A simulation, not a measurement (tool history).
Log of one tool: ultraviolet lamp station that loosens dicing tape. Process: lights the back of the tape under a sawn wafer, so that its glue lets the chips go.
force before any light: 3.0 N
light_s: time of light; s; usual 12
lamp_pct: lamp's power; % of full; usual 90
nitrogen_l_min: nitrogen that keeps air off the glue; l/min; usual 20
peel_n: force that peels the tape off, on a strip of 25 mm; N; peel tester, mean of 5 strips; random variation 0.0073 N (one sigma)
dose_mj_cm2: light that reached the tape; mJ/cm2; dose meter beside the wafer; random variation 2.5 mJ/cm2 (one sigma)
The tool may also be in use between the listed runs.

| run | hour | light_s | lamp_pct | nitrogen_l_min | peel_n | dose_mj_cm2 |
|---|---|---|---|---|---|---|
| 1 | 0 | 12 | 90 | 20 | 0.268 | 288 |
| 2 | 40.2 | 12 | 90 | 20 | 0.276 | 293 |
|  | 75.9 | lamp changed |
| 3 | 84.5 | 12 | 90 | 20 | 0.275 | 291 |
| 4 | 129.7 | 12 | 90 | 20 | 0.273 | 292 |
| 5 | 180.1 | 12 | 90 | 20 | 0.273 | 292 |
| 6 | 233 | 12 | 90 | 20 | 0.263 | 292 |
| 7 | 269.8 | 12 | 90 | 20 | 0.273 | 291 |
|  | 302.4 | window cleaned of glue's vapour |
| 8 | 331.4 | 12 | 90 | 20 | 0.272 | 287 |
| 9 | 390.6 | 12 | 90 | 20 | 0.264 | 286 |
| 10 | 463.9 | 12 | 90 | 20 | 0.26 | 291 |
| 11 | 499.3 | 12 | 90 | 20 | 0.26 | 292 |
| 12 | 578 | 10 | 90 | 11 | 0.59 | 244 |
|  | 604.5 | window cleaned of glue's vapour |
| 13 | 647.8 | 10 | 91 | 11 | 0.536 | 246 |
| 14 | 711.6 | 23 | 90 | 7 | 0.178 | 552 |
| 15 | 782.7 | 23 | 90 | 7 | 0.171 | 552 |
| 16 | 863.8 | 12 | 89 | 20 | 0.297 | 287 |
|  | 907.8 | window cleaned of glue's vapour |
|  | 933.9 | lamp changed |
| 17 | 938.7 | 12 | 90 | 25 | 0.236 | 289 |
| 18 | 992.3 | 12 | 90 | 25 | 0.223 | 292 |
| 19 | 1049.2 | 19 | 82 | 13 | 0.193 | 420 |
| 20 | 1082.6 | 9 | 72 | 13 | 0.834 | 175 |

5 ways to go on from here, each from the tool as it stands after run 20. What would each give?
| A | 1142.1 | 20 | 87 | 8 | ? | ? |
| B | 1142.1 | 20 | 89 | 8 | ? | ? |
| C | 1142.1 | 17 | 85 | 20 | ? | ? |
| D | 1142.1 | 12 | 90 | 16 | ? | ? |
| E | 1142.1 | 7 | 90 | 21 | ? | ? |

| run | peel_n | dose_mj_cm2 |
|---|---|---|
| A | 0.223 | 468 |
| B | 0.201 | 483 |
| C | 0.163 | 390 |
| D | 0.326 | 290 |
| E | 0.656 | 171 |
Without the tool's hidden state the same runs would have given:
| run | peel_n | dose_mj_cm2 |
|---|---|---|
| A | 0.222 | 468 |
| B | 0.201 | 483 |
| C | 0.162 | 391 |
| D | 0.325 | 290 |
| E | 0.655 | 171 |
